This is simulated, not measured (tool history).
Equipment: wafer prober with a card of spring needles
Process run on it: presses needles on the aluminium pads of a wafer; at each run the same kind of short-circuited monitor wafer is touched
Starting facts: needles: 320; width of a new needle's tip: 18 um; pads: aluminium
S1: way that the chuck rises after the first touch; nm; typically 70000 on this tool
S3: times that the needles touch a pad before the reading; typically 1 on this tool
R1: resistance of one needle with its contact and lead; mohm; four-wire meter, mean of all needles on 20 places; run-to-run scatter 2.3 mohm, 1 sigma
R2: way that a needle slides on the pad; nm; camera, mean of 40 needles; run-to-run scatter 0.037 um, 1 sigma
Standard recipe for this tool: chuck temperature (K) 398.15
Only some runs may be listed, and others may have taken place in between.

run 1 day=0.000 | S1=70000 chuck_temperature_(K)=398.15 S3=1 | R1=267 R2=9810
-- day=0.175 tips cleaned on abrasive film
-- day=0.383 tips cleaned on abrasive film
-- day=0.592 tips cleaned on abrasive film
run 2 day=0.592 | S1=70000 chuck_temperature_(K)=351.15 S3=1 | R1=255 R2=9710
-- day=0.812 tips cleaned on abrasive film
-- day=0.996 tips cleaned on abrasive film
run 3 day=1.000 | S1=70000 chuck_temperature_(K)=351.15 S3=1 | R1=256 R2=9670
-- day=1.208 tips cleaned on abrasive film
run 4 day=1.367 | S1=70000 chuck_temperature_(K)=351.15 S3=1 | R1=285 R2=9690
-- day=1.412 tips cleaned on abrasive film
-- day=1.612 tips cleaned on abrasive film
-- day=1.804 tips cleaned on abrasive film
run 5 day=1.958 | S1=70000 chuck_temperature_(K)=351.15 S3=1 | R1=290 R2=9670
-- day=2.008 tips cleaned on abrasive film
-- day=2.208 tips cleaned on abrasive film
-- day=2.417 tips cleaned on abrasive film
run 6 day=2.588 | S1=70000 chuck_temperature_(K)=398.15 S3=1 | R1=300 R2=9550
-- day=2.633 tips cleaned on abrasive film
-- day=2.854 tips cleaned on abrasive film
run 7 day=2.917 | S1=70000 chuck_temperature_(K)=398.15 S3=1 | R1=287 R2=9530
-- day=3.046 tips cleaned on abrasive film
-- day=3.246 tips cleaned on abrasive film
-- day=3.458 tips cleaned on abrasive film
run 8 day=3.550 | S1=70000 chuck_temperature_(K)=398.15 S3=1 | R1=287 R2=9590
-- day=3.679 tips cleaned on abrasive film
-- day=3.892 tips cleaned on abrasive film
run 9 day=3.925 | S1=70000 chuck_temperature_(K)=398.15 S3=1 | R1=276 R2=9530
-- day=4.083 tips cleaned on abrasive film
-- day=4.279 tips cleaned on abrasive film
-- day=4.488 tips cleaned on abrasive film
run 10 day=4.650 | S1=70000 chuck_temperature_(K)=398.15 S3=1 | R1=296 R2=9440
-- day=4.700 tips cleaned on abrasive film
-- day=4.788 height of the first contact set anew
-- day=4.925 tips cleaned on abrasive film
run 11 day=5.054 | S1=78000 chuck_temperature_(K)=326.15 S3=1 | R1=271 R2=10390
-- day=5.146 tips cleaned on abrasive film
-- day=5.371 tips cleaned on abrasive film
run 12 day=5.446 | S1=60000 chuck_temperature_(K)=342.15 S3=3 | R1=266 R2=7690
-- day=5.579 tips cleaned on abrasive film
-- day=5.788 tips cleaned on abrasive film
run 13 day=5.883 | S1=56000 chuck_temperature_(K)=398.15 S3=1 | R1=316 R2=7050
-- day=5.975 tips cleaned on abrasive film
-- day=6.188 tips cleaned on abrasive film
-- day=6.350 height of the first contact set anew, once more
-- day=6.396 tips cleaned on abrasive film
run 14 day=6.525 | S1=56000 chuck_temperature_(K)=398.15 S3=1 | R1=311 R2=8140
-- day=6.617 tips cleaned on abrasive film
-- day=6.829 tips cleaned on abrasive film
-- day=7.038 tips cleaned on abrasive film
run 15 day=7.083 | S1=89000 chuck_temperature_(K)=344.15 S3=1 | R1=250 R2=12980
-- day=7.254 tips cleaned on abrasive film
-- day=7.471 tips cleaned on abrasive film
run 16 day=7.642 | S1=89000 chuck_temperature_(K)=344.15 S3=1 | R1=266 R2=12940
-- day=7.692 tips cleaned on abrasive film
-- day=7.900 tips cleaned on abrasive film
-- day=8.112 tips cleaned on abrasive film
run 17 day=8.171 | S1=68000 chuck_temperature_(K)=310.15 S3=2 | R1=252 R2=9760
-- day=8.304 tips cleaned on abrasive film
-- day=8.525 tips cleaned on abrasive film
run 18 day=8.671 | S1=83000 chuck_temperature_(K)=397.15 S3=2 | R1=274 R2=11910
-- day=8.746 tips cleaned on abrasive film
-- day=8.962 tips cleaned on abrasive film
-- day=9.175 tips cleaned on abrasive film
-- day=9.396 tips cleaned on abrasive film
run 19 day=9.400 | S1=83000 chuck_temperature_(K)=397.15 S3=2 | R1=262 R2=11940
-- day=9.617 tips cleaned on abrasive film
-- day=9.812 tips cleaned on abrasive film
run 20 day=9.812 | S1=83000 chuck_temperature_(K)=397.15 S3=2 | R1=263 R2=11890

What if the next run were any one of these 5? Each begins from the tool's condition after run 20:
-- day=10.000 tips cleaned on abrasive film
-- day=10.225 tips cleaned on abrasive film
run A day=10.238 | S1=83000 chuck_temperature_(K)=370.15 S3=2 | R1=? R2=?
-- day=10.000 tips cleaned on abrasive film
-- day=10.225 tips cleaned on abrasive film
run B day=10.238 | S1=74000 chuck_temperature_(K)=312.15 S3=1 | R1=? R2=?
-- day=10.000 tips cleaned on abrasive film
-- day=10.225 tips cleaned on abrasive film
run C day=10.238 | S1=83000 chuck_temperature_(K)=372.15 S3=3 | R1=? R2=?
-- day=10.000 tips cleaned on abrasive film
-- day=10.225 tips cleaned on abrasive film
run D day=10.238 | S1=70000 chuck_temperature_(K)=398.15 S3=3 | R1=? R2=?
-- day=10.000 tips cleaned on abrasive film
-- day=10.225 tips cleaned on abrasive film
run E day=10.238 | S1=77000 chuck_temperature_(K)=344.15 S3=1 | R1=? R2=?

run=A R1=251 R2=11940
run=B R1=248 R2=10570
run=C R1=254 R2=11900
run=D R1=266 R2=9980
run=E R1=252 R2=11030
Take away the tool's hidden state, keep each run's random variation, and the runs would have read:
run=A R1=246 R2=12150
run=B R1=239 R2=10790
run=C R1=250 R2=12110
run=D R1=260 R2=10190
run=E R1=244 R2=11240

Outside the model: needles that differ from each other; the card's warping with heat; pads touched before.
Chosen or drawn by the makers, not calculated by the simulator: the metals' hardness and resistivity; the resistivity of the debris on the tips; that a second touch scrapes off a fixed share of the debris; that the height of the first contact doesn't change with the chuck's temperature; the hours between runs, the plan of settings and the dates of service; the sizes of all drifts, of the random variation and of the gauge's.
